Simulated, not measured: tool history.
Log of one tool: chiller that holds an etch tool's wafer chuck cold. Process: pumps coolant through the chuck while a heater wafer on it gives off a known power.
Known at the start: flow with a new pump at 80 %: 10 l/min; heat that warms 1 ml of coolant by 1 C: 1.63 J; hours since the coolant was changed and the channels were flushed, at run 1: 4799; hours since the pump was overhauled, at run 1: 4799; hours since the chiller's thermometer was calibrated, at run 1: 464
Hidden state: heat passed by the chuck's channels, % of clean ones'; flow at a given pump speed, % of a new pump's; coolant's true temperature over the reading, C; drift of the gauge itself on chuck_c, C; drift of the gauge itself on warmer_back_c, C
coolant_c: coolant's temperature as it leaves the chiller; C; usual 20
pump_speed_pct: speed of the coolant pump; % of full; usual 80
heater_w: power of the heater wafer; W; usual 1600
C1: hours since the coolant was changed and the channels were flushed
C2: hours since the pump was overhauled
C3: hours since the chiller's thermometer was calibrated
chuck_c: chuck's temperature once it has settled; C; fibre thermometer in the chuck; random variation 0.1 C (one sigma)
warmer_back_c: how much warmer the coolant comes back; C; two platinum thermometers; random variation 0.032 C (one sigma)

Run 1, hour 0.0: usual settings; C1 4799; C2 4799; C3 464. Result: chuck_c 37.0 C, warmer_back_c 6.44 C.
Run 2, hour 147.5: usual settings; C1 4947; C2 4947; C3 611. Result: chuck_c 37.0 C, warmer_back_c 6.55 C.
Run 3, hour 324.7: usual settings; C1 5124; C2 5124; C3 789. Result: chuck_c 37.4 C, warmer_back_c 6.55 C.
Run 4, hour 420.1: usual settings but coolant_c 21 C; C1 5219; C2 5219; C3 884. Result: chuck_c 38.3 C, warmer_back_c 6.48 C.
Run 5, hour 558.6: usual settings but coolant_c 21 C; C1 5358; C2 5358; C3 1022. Result: chuck_c 38.6 C, warmer_back_c 6.51 C.
Run 6, hour 645.7: usual settings but coolant_c 21 C; C1 5445; C2 5445; C3 1109. Result: chuck_c 38.9 C, warmer_back_c 6.50 C.
Run 7, hour 752.7: usual settings but coolant_c 21 C; C1 5552; C2 5552; C3 1217. Result: chuck_c 39.0 C, warmer_back_c 6.49 C.
Run 8, hour 883.0: usual settings; C1 5682; C2 5682; C3 1347. Result: chuck_c 38.1 C, warmer_back_c 6.55 C.
Run 9, hour 999.9: usual settings; C1 5799; C2 5799; C3 1464. Result: chuck_c 38.2 C, warmer_back_c 6.57 C.
At hour 1120.4: coolant pump overhauled.
Run 10, hour 1120.4: usual settings; C1 5915; C2 0; C3 1579. Result: chuck_c 38.5 C, warmer_back_c 6.78 C.
At hour 1189.4: coolant changed, channels flushed.
Run 11, hour 1316.7: usual settings; C1 127; C2 190; C3 1770. Result: chuck_c 34.5 C, warmer_back_c 6.73 C.
Run 12, hour 1526.4: usual settings but pump_speed_pct 65 % of full; C1 337; C2 400; C3 1979. Result: chuck_c 36.7 C, warmer_back_c 8.26 C.
Run 13, hour 1665.8: usual settings but pump_speed_pct 65 % of full; C1 476; C2 539; C3 2119. Result: chuck_c 36.9 C, warmer_back_c 8.34 C.
At hour 1802.1: coolant pump overhauled, once more.
Run 14, hour 1822.2: usual settings but coolant_c 29 C; C1 628; C2 20; C3 2270. Result: chuck_c 42.6 C, warmer_back_c 5.89 C.
Run 15, hour 1929.6: usual settings but coolant_c 29 C; C1 735; C2 127; C3 2377. Result: chuck_c 42.9 C, warmer_back_c 5.82 C.
Run 16, hour 2101.3: usual settings but coolant_c 28 C; C1 907; C2 299; C3 2549. Result: chuck_c 41.8 C, warmer_back_c 5.90 C.
Run 17, hour 2304.2: usual settings but coolant_c 28 C; C1 1110; C2 502; C3 2752. Result: chuck_c 42.2 C, warmer_back_c 5.90 C.
Run 18, hour 2441.1: usual settings but coolant_c 28 C; C1 1247; C2 639; C3 2889. Result: chuck_c 42.3 C, warmer_back_c 5.94 C.
Run 19, hour 2623.0: usual settings but coolant_c 16 C; C1 1429; C2 821; C3 3071. Result: chuck_c 30.3 C, warmer_back_c 5.93 C.
Run 20, hour 2762.7: usual settings but coolant_c 24 C, heater_w 1667 W; C1 1568; C2 961; C3 3211. Result: chuck_c 39.0 C, warmer_back_c 6.26 C.
Run 21, hour 2852.4: usual settings but coolant_c 18 C, pump_speed_pct 75 % of full, heater_w 1667 W; C1 1658; C2 1050; C3 3300. Result: chuck_c 33.7 C, warmer_back_c 6.63 C.
At hour 2915.8: chiller's thermometer calibrated.
Run 22, hour 3006.8: usual settings but coolant_c 24 C, pump_speed_pct 73 % of full, heater_w 2103 W; C1 1811; C2 1204; C3 91. Result: chuck_c 43.4 C, warmer_back_c 8.64 C.
Run 23, hour 3157.4: usual settings but coolant_c 12 C, pump_speed_pct 64 % of full, heater_w 2258 W; C1 1962; C2 1354; C3 242. Result: chuck_c 34.7 C, warmer_back_c 10.54 C.
Run 24, hour 3346.2: usual settings but coolant_c 21 C, pump_speed_pct 87 % of full, heater_w 1034 W; C1 2151; C2 1543; C3 430. Result: chuck_c 29.9 C, warmer_back_c 3.60 C.
Run 25, hour 3498.4: usual settings but coolant_c 21 C, pump_speed_pct 75 % of full, heater_w 1198 W; C1 2303; C2 1695; C3 583. Result: chuck_c 32.0 C, warmer_back_c 4.86 C.
Run 26, hour 3696.8: usual settings but coolant_c 15 C, pump_speed_pct 93 % of full, heater_w 1324 W; C1 2501; C2 1894; C3 781. Result: chuck_c 26.0 C, warmer_back_c 4.38 C.
Run 27, hour 3853.3: usual settings but coolant_c 15 C, pump_speed_pct 93 % of full, heater_w 1324 W; C1 2658; C2 2050; C3 938. Result: chuck_c 26.3 C, warmer_back_c 4.37 C.
Run 28, hour 4014.3: usual settings but coolant_c 30 C, pump_speed_pct 86 % of full; C1 2819; C2 2211; C3 1098. Result: chuck_c 44.5 C, warmer_back_c 5.71 C.
Run 29, hour 4117.6: usual settings but pump_speed_pct 76 % of full, heater_w 863 W; C1 2922; C2 2314; C3 1202. Result: chuck_c 28.5 C, warmer_back_c 3.59 C.
Run 30, hour 4299.3: usual settings but pump_speed_pct 76 % of full, heater_w 863 W; C1 3104; C2 2496; C3 1383. Result: chuck_c 28.6 C, warmer_back_c 3.50 C.
Run 31, hour 4494.6: usual settings but pump_speed_pct 76 % of full, heater_w 1772 W; C1 3299; C2 2691; C3 1579. Result: chuck_c 37.3 C, warmer_back_c 7.21 C.

4 ways to go on from here, each from the tool as it stands after run 31. What would each give?
Run A, hour 4619.2: usual settings but coolant_c 22 C, pump_speed_pct 88 % of full, heater_w 1814 W; C1 3424; C2 2816; C3 1703. Result: chuck_c ?, warmer_back_c ?.
Run B, hour 4619.2: usual settings but pump_speed_pct 73 % of full; C1 3424; C2 2816; C3 1703. Result: chuck_c ?, warmer_back_c ?.
Run C, hour 4619.2: usual settings but coolant_c 10 C, pump_speed_pct 86 % of full, heater_w 943 W; C1 3424; C2 2816; C3 1703. Result: chuck_c ?, warmer_back_c ?.
Run D, hour 4619.2: usual settings but coolant_c 16 C, pump_speed_pct 63 % of full; C1 3424; C2 2816; C3 1703. Result: chuck_c ?, warmer_back_c ?.

run  chuck_c  warmer_back_c
  A     38.6           6.37
  B     36.4           6.86
  C     19.0           3.41
  D     33.8           7.78
Without the tool's hidden state the same runs would have given:
run  chuck_c  warmer_back_c
  A     35.8           6.04
  B     33.6           6.50
  C     17.4           3.23
  D     30.9           7.37
